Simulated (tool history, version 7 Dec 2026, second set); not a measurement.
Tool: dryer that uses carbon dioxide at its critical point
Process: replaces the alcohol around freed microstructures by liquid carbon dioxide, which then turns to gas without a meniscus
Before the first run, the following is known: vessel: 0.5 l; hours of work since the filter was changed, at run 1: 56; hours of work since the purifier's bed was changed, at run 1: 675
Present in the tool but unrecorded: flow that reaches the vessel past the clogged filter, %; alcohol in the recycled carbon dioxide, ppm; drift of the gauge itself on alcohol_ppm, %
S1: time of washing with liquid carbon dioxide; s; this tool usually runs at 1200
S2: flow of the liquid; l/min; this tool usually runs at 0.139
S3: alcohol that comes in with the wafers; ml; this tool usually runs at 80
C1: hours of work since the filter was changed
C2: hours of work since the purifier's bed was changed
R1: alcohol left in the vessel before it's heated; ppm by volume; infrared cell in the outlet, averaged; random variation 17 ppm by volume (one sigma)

Run 1, hour 0: usual settings; C1 56; C2 675. Result: R1 1404 ppm by volume.
Run 2, hour 24.2: usual settings but S3 23 ml; C1 73; C2 692. Result: R1 541 ppm by volume.
Run 3, hour 56: usual settings but S3 23 ml; C1 97; C2 716. Result: R1 557 ppm by volume.
Run 4, hour 113.1: usual settings but S3 23 ml; C1 138; C2 758. Result: R1 582 ppm by volume.
At hour 130.2: purifier's bed changed.
Run 5, hour 165.7: usual settings but S1 780 s; C1 175; C2 26. Result: R1 6998 ppm by volume.
Run 6, hour 197.9: usual settings but S1 780 s; C1 198; C2 50. Result: R1 6965 ppm by volume.
Run 7, hour 222.7: usual settings but S1 780 s; C1 217; C2 68. Result: R1 7193 ppm by volume.
Run 8, hour 246.8: usual settings but S1 780 s, S3 37 ml; C1 234; C2 85. Result: R1 3461 ppm by volume.
Run 9, hour 290.3: usual settings but S1 840 s; C1 266; C2 117. Result: R1 5729 ppm by volume.
Run 10, hour 348.7: usual settings but S3 55 ml; C1 309; C2 160. Result: R1 1040 ppm by volume.
Run 11, hour 400.6: usual settings but S3 55 ml; C1 347; C2 198. Result: R1 1098 ppm by volume.
Run 12, hour 442: usual settings but S3 55 ml; C1 377; C2 229. Result: R1 1129 ppm by volume.
Run 13, hour 468.6: usual settings but S3 55 ml; C1 397; C2 248. Result: R1 1136 ppm by volume.
At hour 502.5: inlet filter changed.
Run 14, hour 511.4: usual settings but S3 103 ml; C1 7; C2 279. Result: R1 1506 ppm by volume.
Run 15, hour 570.2: usual settings but S3 103 ml; C1 50; C2 322. Result: R1 1625 ppm by volume.
Run 16, hour 603: usual settings but S1 1680 s; C1 74; C2 346. Result: R1 270 ppm by volume.
Run 17, hour 659.5: usual settings but S1 1680 s; C1 115; C2 387. Result: R1 296 ppm by volume.
Run 18, hour 697.7: usual settings; C1 143; C2 415. Result: R1 1401 ppm by volume.
Run 19, hour 755: usual settings; C1 185; C2 457. Result: R1 1473 ppm by volume.
Run 20, hour 786.7: usual settings; C1 208; C2 480. Result: R1 1493 ppm by volume.
Run 21, hour 836: usual settings but S3 44 ml; C1 244; C2 517. Result: R1 907 ppm by volume.
Run 22, hour 877.3: usual settings but S3 44 ml; C1 275; C2 547. Result: R1 944 ppm by volume.
Run 23, hour 915.6: usual settings but S1 1440 s; C1 303; C2 575. Result: R1 753 ppm by volume.
Run 24, hour 964.7: usual settings but S1 1440 s; C1 339; C2 611. Result: R1 787 ppm by volume.
Run 25, hour 1013.8: usual settings but S1 1440 s; C1 375; C2 647. Result: R1 814 ppm by volume.
Run 26, hour 1060.6: usual settings but S2 0.164 l/min, S3 21 ml; C1 409; C2 681. Result: R1 396 ppm by volume.
At hour 1078.6: inlet filter changed.
Run 27, hour 1104.5: usual settings but S1 1260 s, S2 0.181 l/min, S3 36 ml; C1 19; C2 713. Result: R1 298 ppm by volume.
Run 28, hour 1143.1: usual settings but S1 900 s, S2 0.181 l/min, S3 35 ml; C1 47; C2 741. Result: R1 819 ppm by volume.
At hour 1178.4: purifier's bed changed.
Run 29, hour 1200: usual settings but S2 0.23 l/min; C1 87; C2 16. Result: R1 59 ppm by volume.
Run 30, hour 1235.1: usual settings but S2 0.143 l/min, S3 55 ml; C1 112; C2 42. Result: R1 736 ppm by volume.
Run 31, hour 1265.6: usual settings but S2 0.143 l/min, S3 55 ml; C1 135; C2 64. Result: R1 784 ppm by volume.
Run 32, hour 1317.6: usual settings but S2 0.143 l/min, S3 55 ml; C1 173; C2 102. Result: R1 790 ppm by volume.
Run 33, hour 1356.2: usual settings but S2 0.143 l/min, S3 55 ml; C1 201; C2 130. Result: R1 830 ppm by volume.
Run 34, hour 1391.7: usual settings but S1 1140 s, S2 0.138 l/min, S3 85 ml; C1 227; C2 156. Result: R1 1944 ppm by volume.
Run 35, hour 1420.1: usual settings but S1 840 s, S2 0.181 l/min, S3 39 ml; C1 248; C2 177. Result: R1 1115 ppm by volume.
Run 36, hour 1479.3: usual settings but S1 1620 s, S2 0.122 l/min, S3 32 ml; C1 291; C2 220. Result: R1 308 ppm by volume.
Run 37, hour 1528.7: usual settings but S1 1080 s, S2 0.125 l/min, S3 23 ml; C1 328; C2 257. Result: R1 1108 ppm by volume.
Run 38, hour 1569.8: usual settings but S1 780 s, S3 54 ml; C1 358; C2 287. Result: R1 5270 ppm by volume.
Run 39, hour 1597.9: usual settings but S1 780 s, S3 54 ml; C1 378; C2 307. Result: R1 5283 ppm by volume.
Run 40, hour 1644.8: usual settings but S1 1140 s, S3 53 ml; C1 413; C2 342. Result: R1 1449 ppm by volume.
At hour 1653.2: inlet filter changed.
Run 41, hour 1679.9: usual settings but S1 1140 s, S3 53 ml; C1 20; C2 367. Result: R1 1069 ppm by volume.
Run 42, hour 1728.3: usual settings but S1 1140 s, S3 53 ml; C1 55; C2 402. Result: R1 1114 ppm by volume.
Run 43, hour 1760.9: usual settings but S1 900 s, S2 0.128 l/min, S3 31 ml; C1 79; C2 426. Result: R1 2236 ppm by volume.
Run 44, hour 1801.9: usual settings but S1 900 s, S2 0.128 l/min, S3 31 ml; C1 109; C2 456. Result: R1 2294 ppm by volume.
Run 45, hour 1827.2: usual settings but S2 0.173 l/min, S3 58 ml; C1 128; C2 475. Result: R1 414 ppm by volume.
Run 46, hour 1852.5: usual settings but S1 1020 s, S2 0.212 l/min, S3 90 ml; C1 146; C2 493. Result: R1 495 ppm by volume.
Run 47, hour 1885.4: usual settings but S1 1020 s, S2 0.177 l/min, S3 75 ml; C1 170; C2 517. Result: R1 969 ppm by volume.

Consider 4 possible next runs. They are alternatives, not a sequence: every one starts from the tool as it was left by run 47. What does each give?
Run A, hour 1927.6: usual settings but S1 1020 s, S2 0.177 l/min, S3 75 ml; C1 201; C2 548. Result: R1 ?.
Run B, hour 1927.6: usual settings but S1 780 s; C1 201; C2 548. Result: R1 ?.
Run C, hour 1927.6: usual settings but S1 720 s, S2 0.117 l/min, S3 34 ml; C1 201; C2 548. Result: R1 ?.
Run D, hour 1927.6: usual settings but S1 1500 s, S2 0.177 l/min, S3 75 ml; C1 201; C2 548. Result: R1 ?.

run    R1
  A  1013
  B  7231
  C  6289
  D   243
Without the tool's hidden state the same runs would have given:
run    R1
  A   696
  B  6266
  C  5578
  D    62
